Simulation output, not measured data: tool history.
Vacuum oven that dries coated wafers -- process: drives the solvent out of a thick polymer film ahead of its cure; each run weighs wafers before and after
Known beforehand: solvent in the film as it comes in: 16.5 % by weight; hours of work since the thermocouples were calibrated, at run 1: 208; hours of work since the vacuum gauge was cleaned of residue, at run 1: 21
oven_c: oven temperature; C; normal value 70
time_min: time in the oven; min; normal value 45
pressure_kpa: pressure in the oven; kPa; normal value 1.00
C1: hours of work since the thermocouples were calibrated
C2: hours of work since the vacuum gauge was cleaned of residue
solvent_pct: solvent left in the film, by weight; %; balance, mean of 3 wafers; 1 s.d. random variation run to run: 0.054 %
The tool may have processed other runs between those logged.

Run 1, hour 0.0: usual settings; C1 208; C2 21. Result: solvent_pct 2.19 %.
Run 2, hour 16.5: usual settings; C1 216; C2 29. Result: solvent_pct 2.16 %.
Run 3, hour 31.3: usual settings; C1 223; C2 36. Result: solvent_pct 2.17 %.
Run 4, hour 43.2: usual settings but time_min 28 min; C1 228; C2 41. Result: solvent_pct 3.80 %.
Run 5, hour 53.5: usual settings but time_min 28 min; C1 233; C2 46. Result: solvent_pct 3.67 %.
Run 6, hour 69.9: usual settings but time_min 28 min; C1 241; C2 54. Result: solvent_pct 3.70 %.
Run 7, hour 80.6: usual settings but time_min 28 min; C1 246; C2 59. Result: solvent_pct 3.76 %.
Run 8, hour 98.0: usual settings but time_min 28 min; C1 254; C2 67. Result: solvent_pct 3.74 %.
Run 9, hour 107.9: usual settings but time_min 28 min; C1 259; C2 71. Result: solvent_pct 3.76 %.
Run 10, hour 117.7: usual settings but time_min 28 min; C1 263; C2 76. Result: solvent_pct 3.69 %.
Run 11, hour 130.0: usual settings but pressure_kpa 3.15 kPa; C1 269; C2 82. Result: solvent_pct 4.68 %.
Run 12, hour 146.8: usual settings but oven_c 76 C; C1 277; C2 90. Result: solvent_pct 1.28 %.
Run 13, hour 159.2: usual settings but oven_c 76 C; C1 283; C2 95. Result: solvent_pct 1.29 %.
At hour 162.2: vacuum gauge cleaned of residue and calibrated.
Run 14, hour 168.1: usual settings but time_min 24 min; C1 286; C2 3. Result: solvent_pct 4.41 %.
Run 15, hour 181.6: usual settings; C1 292; C2 9. Result: solvent_pct 2.20 %.
Run 16, hour 194.2: usual settings; C1 298; C2 15. Result: solvent_pct 2.20 %.
At hour 201.6: vacuum gauge cleaned of residue and calibrated, once more.
Run 17, hour 206.5: usual settings but oven_c 64 C; C1 303; C2 2. Result: solvent_pct 3.98 %.
Run 18, hour 222.4: usual settings but oven_c 64 C; C1 311; C2 10. Result: solvent_pct 4.00 %.
Run 19, hour 238.5: usual settings but oven_c 64 C; C1 318; C2 17. Result: solvent_pct 4.07 %.

Predict the results of run 20:
Run 20, hour 246.9: usual settings but oven_c 63 C, pressure_kpa 0.68 kPa; C1 322; C2 21. Result: solvent_pct ?.

solvent_pct: 4.03 %
Had the tool carried no hidden state, the very same run would have given solvent_pct 3.89 %.

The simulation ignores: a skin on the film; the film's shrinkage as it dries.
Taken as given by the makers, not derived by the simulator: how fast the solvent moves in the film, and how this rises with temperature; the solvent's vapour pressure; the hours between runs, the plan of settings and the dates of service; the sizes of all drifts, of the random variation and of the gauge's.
